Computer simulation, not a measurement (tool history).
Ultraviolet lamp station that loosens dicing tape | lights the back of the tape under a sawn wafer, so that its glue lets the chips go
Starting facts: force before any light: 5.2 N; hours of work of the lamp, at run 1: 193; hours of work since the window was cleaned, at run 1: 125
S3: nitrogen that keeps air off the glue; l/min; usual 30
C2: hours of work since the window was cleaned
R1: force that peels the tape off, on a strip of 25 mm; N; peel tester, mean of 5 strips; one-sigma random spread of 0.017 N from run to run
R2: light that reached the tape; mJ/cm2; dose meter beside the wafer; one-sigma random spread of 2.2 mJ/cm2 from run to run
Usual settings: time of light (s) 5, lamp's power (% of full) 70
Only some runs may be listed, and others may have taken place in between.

Run 1, day 0: usual settings; hours of work of the lamp 193; C2 125. Result: R1 0.832 N, R2 200 mJ/cm2.
Run 2, day 0.492: usual settings; hours of work of the lamp 198; C2 130. Result: R1 0.802 N, R2 195 mJ/cm2.
Run 3, day 1.092: usual settings; hours of work of the lamp 204; C2 136. Result: R1 0.831 N, R2 199 mJ/cm2.
Run 4, day 1.633: usual settings; hours of work of the lamp 210; C2 142. Result: R1 0.826 N, R2 199 mJ/cm2.
Run 5, day 2.171: usual settings but lamp's power (% of full) 73; hours of work of the lamp 215; C2 147. Result: R1 0.767 N, R2 209 mJ/cm2.
Run 6, day 2.942: usual settings but lamp's power (% of full) 61; hours of work of the lamp 223; C2 155. Result: R1 0.994 N, R2 175 mJ/cm2.
Run 7, day 3.496: usual settings but lamp's power (% of full) 61; hours of work of the lamp 229; C2 161. Result: R1 1.025 N, R2 174 mJ/cm2.
Run 8, day 4.192: usual settings but lamp's power (% of full) 61; hours of work of the lamp 236; C2 168. Result: R1 1.024 N, R2 176 mJ/cm2.
Run 9, day 4.625: usual settings but lamp's power (% of full) 61; hours of work of the lamp 240; C2 173. Result: R1 1.038 N, R2 170 mJ/cm2.
Run 10, day 5.021: usual settings but lamp's power (% of full) 61; hours of work of the lamp 245; C2 177. Result: R1 1.006 N, R2 174 mJ/cm2.
Run 11, day 5.838: usual settings but lamp's power (% of full) 74, S3 35 l/min; hours of work of the lamp 253; C2 185. Result: R1 0.695 N, R2 211 mJ/cm2.
Run 12, day 6.425: usual settings but time of light (s) 3, lamp's power (% of full) 74, S3 42 l/min; hours of work of the lamp 259; C2 191. Result: R1 1.323 N, R2 131 mJ/cm2.
Run 13, day 7.058: usual settings but time of light (s) 10; hours of work of the lamp 266; C2 198. Result: R1 0.23 N, R2 397 mJ/cm2.
Run 14, day 7.533: usual settings but time of light (s) 10; hours of work of the lamp 271; C2 203. Result: R1 0.246 N, R2 399 mJ/cm2.
Run 15, day 8.138: usual settings but time of light (s) 4, lamp's power (% of full) 65; hours of work of the lamp 277; C2 209. Result: R1 1.321 N, R2 150 mJ/cm2.
Run 16, day 8.525: usual settings but time of light (s) 7, lamp's power (% of full) 99, S3 56 l/min; hours of work of the lamp 281; C2 213. Result: R1 0.174 N, R2 392 mJ/cm2.
Run 17, day 9.033: usual settings but lamp's power (% of full) 65; hours of work of the lamp 286; C2 218. Result: R1 0.934 N, R2 180 mJ/cm2.

Forecast each of these 4 alternatives for the next run:
Run A, day 9.621: usual settings but time of light (s) 6, lamp's power (% of full) 84, S3 56 l/min; hours of work of the lamp 292; C2 224. Result: R1 ?, R2 ?.
Run B, day 9.621: usual settings but S3 13 l/min; hours of work of the lamp 292; C2 224. Result: R1 ?, R2 ?.
Run C, day 9.621: usual settings but time of light (s) 3, lamp's power (% of full) 61, S3 35 l/min; hours of work of the lamp 292; C2 224. Result: R1 ?, R2 ?.
Run D, day 9.621: usual settings but lamp's power (% of full) 64, S3 9 l/min; hours of work of the lamp 292; C2 224. Result: R1 ?, R2 ?.

run     R1   R2
  A   0.28  288
  B  1.392  200
  C  1.743  100
  D   1.76  184
Stripped of hidden state, with their random variation kept, the same runs would have yielded:
run     R1   R2
  A  0.279  289
  B  1.389  201
  C   1.74  101
  D  1.757  185

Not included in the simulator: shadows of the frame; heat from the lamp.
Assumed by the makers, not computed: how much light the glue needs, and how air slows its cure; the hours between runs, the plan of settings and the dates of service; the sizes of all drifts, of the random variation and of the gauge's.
